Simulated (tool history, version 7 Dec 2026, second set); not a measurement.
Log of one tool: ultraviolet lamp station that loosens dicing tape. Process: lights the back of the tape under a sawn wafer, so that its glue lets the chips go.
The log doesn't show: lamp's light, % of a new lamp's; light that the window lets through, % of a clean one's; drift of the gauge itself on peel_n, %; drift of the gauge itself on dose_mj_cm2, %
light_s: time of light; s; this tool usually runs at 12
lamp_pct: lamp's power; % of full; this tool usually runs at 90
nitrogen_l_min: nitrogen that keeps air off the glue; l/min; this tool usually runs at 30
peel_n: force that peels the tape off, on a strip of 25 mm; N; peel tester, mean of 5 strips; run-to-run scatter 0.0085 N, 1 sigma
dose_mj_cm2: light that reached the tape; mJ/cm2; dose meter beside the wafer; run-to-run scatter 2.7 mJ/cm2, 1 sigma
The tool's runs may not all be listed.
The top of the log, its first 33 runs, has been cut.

run	hour	light_s	lamp_pct	nitrogen_l_min	hours of work of the lamp	hours of work since the window was cleaned	peel_n	dose_mj_cm2
34	1342	18	94	38	111	192	0.148	525
35	1366.8	18	94	38	127	208	0.141	520
36	1400.8	7	90	25	148	229	1.973	189
37	1456.7	7	67	25	183	264	3.15	136
38	1486.3	7	67	25	201	282	3.172	140
39	1519.3	8	85	43	222	303	1.361	194
40	1552.8	11	94	12	243	324	1.388	292
41	1603.7	9	85	10	275	356	2.94	210
42	1655.6	9	93	10	307	388	2.449	223
# hour 1662.9: window cleaned of glue's vapour
43	1687.5	24	92	14	326	15	0.172	648

Branching from run 43: 3 alternative next runs. What would each branch give?
A	1726	24	92	13	350	39	?	?
B	1726	16	88	21	350	39	?	?
C	1726	24	99	14	350	39	?	?

run	peel_n	dose_mj_cm2
A	0.203	634
B	0.406	399
C	0.153	684
The same runs, with their run-to-run variation unchanged, on a tool lacking any hidden condition would have given:
run	peel_n	dose_mj_cm2
A	0.141	771
B	0.242	486
C	0.116	832
